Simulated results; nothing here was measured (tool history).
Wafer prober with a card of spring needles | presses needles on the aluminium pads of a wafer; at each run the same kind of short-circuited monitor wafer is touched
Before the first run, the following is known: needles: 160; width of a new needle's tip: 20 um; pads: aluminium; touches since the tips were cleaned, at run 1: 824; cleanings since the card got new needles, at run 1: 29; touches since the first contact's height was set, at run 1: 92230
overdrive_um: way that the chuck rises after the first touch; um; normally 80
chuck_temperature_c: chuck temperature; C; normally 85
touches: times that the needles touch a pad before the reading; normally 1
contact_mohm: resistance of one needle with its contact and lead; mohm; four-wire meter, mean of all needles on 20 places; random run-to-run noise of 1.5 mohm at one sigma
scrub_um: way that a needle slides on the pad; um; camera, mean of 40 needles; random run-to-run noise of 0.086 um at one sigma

run   hour  overdrive_um  chuck_temperature_c  touches  touches since the tips were cleaned  cleanings since the card got new needles  touches since the first contact's height was set  contact_mohm  scrub_um
  1    0.0            80                   85        1                                  824                                        29                                             92230           192     20.05
       3.7  -- tips cleaned on abrasive film
       8.6  -- tips cleaned on abrasive film
  2   11.4            80                   85        1                                 1841                                        31                                             99513           232     19.84
      13.3  -- tips cleaned on abrasive film
      18.3  -- tips cleaned on abrasive film
      23.0  -- tips cleaned on abrasive film
  3   23.0            80                   85        1                                    0                                        34                                            106845           156     19.81
      27.7  -- tips cleaned on abrasive film
      32.5  -- tips cleaned on abrasive film
  4   32.5            80                   85        1                                    0                                        36                                            112832           154     19.62
      37.4  -- tips cleaned on abrasive film
      42.0  -- tips cleaned on abrasive film
  5   44.3            80                   85        1                                 1501                                        38                                            120391           218     19.67
      47.0  -- tips cleaned on abrasive film
      51.2  -- tips cleaned on abrasive film
  6   51.7            80                   85        1                                  287                                        40                                            125045           165     19.67
      55.7  -- tips cleaned on abrasive film
      61.0  -- tips cleaned on abrasive film
  7   62.3            80                   85        2                                  818                                        42                                            131789           171     19.54
      65.3  -- tips cleaned on abrasive film
      69.7  -- tips cleaned on abrasive film
      75.0  -- tips cleaned on abrasive film
  8   76.1            80                   85        3                                  730                                        45                                            140584           159     19.52
      80.2  -- tips cleaned on abrasive film
  9   84.0            80                   85        3                                 2456                                        46                                            145598           190     19.52
      85.1  -- tips cleaned on abrasive film
      89.6  -- tips cleaned on abrasive film
 10   91.1            80                   85        1                                  918                                        48                                            150061           202     19.53
      94.6  -- tips cleaned on abrasive film
      99.8  -- tips cleaned on abrasive film
     104.9  -- tips cleaned on abrasive film
 11  104.9            80                   85        1                                    0                                        51                                            158819           152     19.21
     110.1  -- tips cleaned on abrasive film
 12  113.4            80                   85        1                                 2161                                        52                                            164322           256     19.25
     114.6  -- tips cleaned on abrasive film
     119.2  -- tips cleaned on abrasive film
     123.9  -- tips cleaned on abrasive film
 13  126.4            80                   85        1                                 1631                                        55                                            172551           237     19.12
     128.5  -- tips cleaned on abrasive film
     133.3  -- tips cleaned on abrasive film
 14  136.3            90                   85        1                                 1962                                        57                                            178846           230     21.55
     138.2  -- tips cleaned on abrasive film
     143.1  -- tips cleaned on abrasive film
     147.7  -- tips cleaned on abrasive film
 15  151.9            90                   85        1                                 2697                                        60                                            188759           251     21.57
     153.0  -- tips cleaned on abrasive film
     154.4  -- height of the first contact set anew
     158.3  -- tips cleaned on abrasive film
     163.3  -- tips cleaned on abrasive film
 16  164.2            87                  109        1                                  613                                        63                                              6232           181     22.52
     167.9  -- tips cleaned on abrasive film
     172.9  -- tips cleaned on abrasive film
 17  174.5            62                   33        1                                  996                                        65                                             12773           241     16.01
     177.3  -- tips cleaned on abrasive film
     182.1  -- tips cleaned on abrasive film
     186.6  -- tips cleaned on abrasive film
 18  186.6            62                   33        1                                    0                                        68                                             20420           159     15.83
     191.1  -- tips cleaned on abrasive film
 19  193.4            62                   33        1                                 1495                                        69                                             24777           290     15.94
     195.4  -- tips cleaned on abrasive film
     200.4  -- tips cleaned on abrasive film
 20  201.3            62                   33        1                                  630                                        71                                             29797           212     15.82
     205.4  -- tips cleaned on abrasive film
     210.0  -- tips cleaned on abrasive film
 21  213.0            79                  116        2                                 1965                                        73                                             37243           214     20.16
     215.1  -- tips cleaned on abrasive film
     219.5  -- tips cleaned on abrasive film
     224.5  -- tips cleaned on abrasive film
     228.8  -- tips cleaned on abrasive film
 22  228.8            91                  118        1                                    0                                        77                                             47229           153     22.99
     233.5  -- tips cleaned on abrasive film
 23  236.1            80                  101        2                                 1704                                        78                                             51901           199     20.46
     238.3  -- tips cleaned on abrasive film
     243.4  -- tips cleaned on abrasive film
     248.1  -- tips cleaned on abrasive film
 24  250.9            75                   51        1                                 1859                                        81                                             61332           256     18.91
     253.0  -- tips cleaned on abrasive film
     257.8  -- tips cleaned on abrasive film
 25  260.2            75                   51        1                                 1556                                        83                                             67235           239     18.94
     262.3  -- tips cleaned on abrasive film
     267.3  -- tips cleaned on abrasive film
     272.1  -- tips cleaned on abrasive film
 26  273.5            95                  102        2                                  861                                        86                                             75621           167     24.01
     277.2  -- tips cleaned on abrasive film
     282.1  -- tips cleaned on abrasive film
     286.4  -- tips cleaned on abrasive film
 27  286.4            95                  102        2                                    0                                        89                                             83819           150     23.71
     291.1  -- tips cleaned on abrasive film
     295.5  -- tips cleaned on abrasive film
 28  299.1            95                  102        2                                 2342                                        91                                             91943           195     23.58

5 ways to go on from here, each from the tool as it stands after run 28. What would each give?
     300.3  -- tips cleaned on abrasive film
     304.8  -- tips cleaned on abrasive film
     309.4  -- tips cleaned on abrasive film
  A  309.4            64                   38        1                                    0                                        94                                             98384             ?         ?
     300.3  -- tips cleaned on abrasive film
     304.8  -- tips cleaned on abrasive film
     309.4  -- tips cleaned on abrasive film
  B  309.4            78                  108        2                                    0                                        94                                             98384             ?         ?
     300.3  -- tips cleaned on abrasive film
     304.8  -- tips cleaned on abrasive film
     309.4  -- tips cleaned on abrasive film
  C  309.4            75                   29        1                                    0                                        94                                             98384             ?         ?
     300.3  -- tips cleaned on abrasive film
     304.8  -- tips cleaned on abrasive film
     309.4  -- tips cleaned on abrasive film
  D  309.4            70                   85        1                                    0                                        94                                             98384             ?         ?
     300.3  -- tips cleaned on abrasive film
     304.8  -- tips cleaned on abrasive film
     309.4  -- tips cleaned on abrasive film
  E  309.4            90                   56        1                                    0                                        94                                             98384             ?         ?

run  contact_mohm  scrub_um
  A           173     15.58
  B           160     19.39
  C           160     18.39
  D           171     17.13
  E           152     22.35
With the hidden condition removed and each run's random variation left untouched, the same runs would have given:
run  contact_mohm  scrub_um
  A           138     16.55
  B           144     20.36
  C           133     19.35
  D           143     18.10
  E           133     23.31
